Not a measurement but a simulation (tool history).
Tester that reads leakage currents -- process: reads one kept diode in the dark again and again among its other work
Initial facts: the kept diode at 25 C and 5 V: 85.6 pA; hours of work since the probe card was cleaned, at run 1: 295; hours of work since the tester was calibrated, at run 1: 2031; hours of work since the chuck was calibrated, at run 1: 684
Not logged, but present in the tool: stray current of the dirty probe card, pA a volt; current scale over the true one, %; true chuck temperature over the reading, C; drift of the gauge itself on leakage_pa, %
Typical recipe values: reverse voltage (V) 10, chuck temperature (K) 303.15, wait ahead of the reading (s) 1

run	day	reverse voltage (V)	chuck temperature (K)	wait ahead of the reading (s)	hours of work since the probe card was cleaned	hours of work since the tester was calibrated	hours of work since the chuck was calibrated	current that the tester gives (pA)
1	0	10	303.15	1	295	2031	684	179.22
2	3.992	10	303.15	1	356	2092	745	177.66
3	7.888	10	303.15	1	415	2151	804	177.41
4	9.883	10	303.15	1	445	2182	835	176.51
5	11.683	10	303.15	1	473	2209	862	175.56
6	14.667	10	303.15	1	518	2255	908	174.96
7	17.375	10	303.15	1	560	2296	949	174.24
8	20.275	10	308.15	1	604	2340	993	257.41
9	23.608	10	308.15	1	655	2391	1044	255.52
10	25.6	10	308.15	1	685	2421	1074	254.5
11	29.767	9.7	303.15	1	748	2485	1138	167.44
12	32.121	9.7	303.15	1	784	2521	1174	167.8
13	35.354	1.8	315.15	5.43	834	2570	1223	165.75

Predict the results of run 14:
14	38.558	16	307.15	2.08	882	2619	1272	?

{"run 14": {"current that the tester gives (pA)": 300.32}}
The same run, on a tool lacking any hidden state, would have yielded current that the tester gives (pA) 336.59.
